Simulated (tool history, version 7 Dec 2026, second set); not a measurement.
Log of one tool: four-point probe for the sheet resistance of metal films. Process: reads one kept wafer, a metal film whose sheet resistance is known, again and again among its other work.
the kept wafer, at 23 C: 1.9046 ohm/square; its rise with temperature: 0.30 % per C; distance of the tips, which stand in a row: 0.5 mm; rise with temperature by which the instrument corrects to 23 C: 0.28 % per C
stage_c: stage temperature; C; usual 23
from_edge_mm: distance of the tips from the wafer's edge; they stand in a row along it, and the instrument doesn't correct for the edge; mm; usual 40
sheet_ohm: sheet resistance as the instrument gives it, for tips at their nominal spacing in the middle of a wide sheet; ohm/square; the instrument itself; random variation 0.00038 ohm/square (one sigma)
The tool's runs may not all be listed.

{"run": 1, "day": 0.0, "stage_c": 23, "from_edge_mm": 40, "sheet_ohm": 1.904482}
{"run": 2, "day": 2.712, "stage_c": 23, "from_edge_mm": 40, "sheet_ohm": 1.904694}
{"run": 3, "day": 6.075, "stage_c": 23, "from_edge_mm": 40, "sheet_ohm": 1.904872}
{"run": 4, "day": 9.1, "stage_c": 21, "from_edge_mm": 40, "sheet_ohm": 1.90348}
{"run": 5, "day": 11.196, "stage_c": 21, "from_edge_mm": 40, "sheet_ohm": 1.904173}
{"run": 6, "day": 13.529, "stage_c": 20, "from_edge_mm": 40, "sheet_ohm": 1.90357}
{"run": 7, "day": 15.8, "stage_c": 23, "from_edge_mm": 40, "sheet_ohm": 1.904513}
{"run": 8, "day": 17.788, "stage_c": 23, "from_edge_mm": 22, "sheet_ohm": 1.904949}
{"run": 9, "day": 19.429, "stage_c": 23, "from_edge_mm": 40, "sheet_ohm": 1.905148}
{"run": 10, "day": 21.408, "stage_c": 23, "from_edge_mm": 40, "sheet_ohm": 1.904909}
{"run": 11, "day": 24.021, "stage_c": 23, "from_edge_mm": 40, "sheet_ohm": 1.904539}
{"run": 12, "day": 26.996, "stage_c": 23, "from_edge_mm": 40, "sheet_ohm": 1.904554}
{"run": 13, "day": 29.458, "stage_c": 23, "from_edge_mm": 40, "sheet_ohm": 1.904316}
{"run": 14, "day": 31.917, "stage_c": 35, "from_edge_mm": 40, "sheet_ohm": 1.908623}
{"run": 15, "day": 34.575, "stage_c": 31, "from_edge_mm": 40, "sheet_ohm": 1.906783}
{"run": 16, "day": 37.067, "stage_c": 23, "from_edge_mm": 40, "sheet_ohm": 1.904641}
{"run": 17, "day": 39.542, "stage_c": 23, "from_edge_mm": 28, "sheet_ohm": 1.904434}
{"run": 18, "day": 42.788, "stage_c": 33, "from_edge_mm": 3, "sheet_ohm": 1.936073}
{"run": 19, "day": 46.05, "stage_c": 33, "from_edge_mm": 3, "sheet_ohm": 1.935464}
{"run": 20, "day": 48.312, "stage_c": 33, "from_edge_mm": 3, "sheet_ohm": 1.935914}
{"run": 21, "day": 51.221, "stage_c": 27, "from_edge_mm": 7, "sheet_ohm": 1.911553}
{"run": 22, "day": 54.112, "stage_c": 27, "from_edge_mm": 7, "sheet_ohm": 1.911418}
{"run": 23, "day": 57.129, "stage_c": 35, "from_edge_mm": 3, "sheet_ohm": 1.937273}
{"run": 24, "day": 60.229, "stage_c": 29, "from_edge_mm": 11, "sheet_ohm": 1.908726}
{"run": 25, "day": 62.979, "stage_c": 29, "from_edge_mm": 11, "sheet_ohm": 1.908162}
{"run": 26, "day": 66.246, "stage_c": 27, "from_edge_mm": 5, "sheet_ohm": 1.916306}
{"run": 27, "day": 69.125, "stage_c": 19, "from_edge_mm": 4, "sheet_ohm": 1.919347}
{"run": 28, "day": 71.842, "stage_c": 19, "from_edge_mm": 4, "sheet_ohm": 1.918737}
{"run": 29, "day": 75.067, "stage_c": 20, "from_edge_mm": 17, "sheet_ohm": 1.90494}
{"run": 30, "day": 77.525, "stage_c": 20, "from_edge_mm": 17, "sheet_ohm": 1.904347}

Forecast run 31:
{"run": 31, "day": 80.442, "stage_c": 23, "from_edge_mm": 6, "sheet_ohm": "?"}

sheet_ohm: 1.911293 ohm/square
Without the tool's hidden state the same run would have given sheet_ohm 1.911423 ohm/square.
